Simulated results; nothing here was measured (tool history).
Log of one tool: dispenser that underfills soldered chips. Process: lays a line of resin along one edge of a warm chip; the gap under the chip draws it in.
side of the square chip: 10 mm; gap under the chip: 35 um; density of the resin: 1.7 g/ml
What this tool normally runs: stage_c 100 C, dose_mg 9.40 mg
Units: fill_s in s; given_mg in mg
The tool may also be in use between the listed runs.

run   hour  stage_c  dose_mg  fill_s  given_mg
  1    0.0      100     9.40   131.3      9.33
  2    8.8      100     9.40   167.6      9.33
       9.7  -- new syringe of resin
  3   16.6      100     9.40   127.4      9.24
  4   21.5      111     9.40   108.1      9.22
      26.2  -- new syringe of resin
  5   30.8      111    11.93    84.4     11.55
  6   36.1       97     9.40   151.5      9.07
      43.0  -- new syringe of resin
  7   43.7      100     9.40   105.5      9.01
  8   52.8      100     9.40   140.5      8.95
      59.1  -- new syringe of resin
  9   62.6      100     9.40   116.6      8.80
 10   67.2      100     9.40   132.8      8.92
      75.3  -- new syringe of resin
 11   77.4      100     9.40   109.2      8.91
 12   81.9      100     9.40   126.1      8.73
      91.4  -- new syringe of resin
 13   91.8      100     9.40   103.5      8.82
 14  100.3      111     9.40   100.1      8.55
 15  104.9      111     9.40   113.6      8.56
     107.6  -- new syringe of resin
 16  109.9      111     9.40    81.0      8.62
 17  118.1      111     9.40   104.3      8.53
     124.1  -- new syringe of resin
 18  126.5      100     9.40   109.6      8.39
 19  131.8      110     9.38    97.1      8.41
     140.0  -- dispensing valve cleaned and set on the balance
     141.1  -- new syringe of resin
 20  142.5      110     9.38    78.6      9.35
 21  149.1      106     9.18   107.5      9.16
     157.6  -- new syringe of resin
 22  158.3      100    11.89   102.3     11.77
 23  167.6       87     8.11   212.8      8.08
 24  172.5       87     8.11   253.2      7.93
     174.0  -- new syringe of resin
 25  177.6      102     8.65   106.8      8.50
 26  184.4       94     9.40   168.3      9.17
     190.2  -- new syringe of resin
 27  191.2      109     8.39    80.6      8.01
 28  198.5       94     8.39   160.1      8.10
     207.0  -- new syringe of resin
 29  207.9       94     8.39   129.7      7.99
 30  213.5      106     8.45   106.7      8.04
 31  220.6      106     8.45   133.1      8.02
     223.1  -- new syringe of resin
 32  226.4      106     8.45    97.7      8.07
 33  231.5      105     8.11   119.8      7.62
 34  238.4      107     8.76   135.2      8.18
     239.4  -- new syringe of resin
 35  246.4      112    12.03    86.4     11.27
 36  252.1      112    12.03   102.9     11.26

3 ways to go on from here, each from the tool as it stands after run 36. What would each give?
     255.5  -- new syringe of resin
  A  262.0      112     9.86       ?         ?
     255.5  -- new syringe of resin
  B  262.0       89     9.80       ?         ?
     255.5  -- new syringe of resin
  C  262.0      106     9.97       ?         ?

run  fill_s  given_mg
  A    87.3      9.09
  B   172.1      9.07
  C   101.3      9.19
Without the tool's hidden state the same runs would have given:
run  fill_s  given_mg
  A    74.4      9.87
  B   147.4      9.85
  C    86.4      9.98
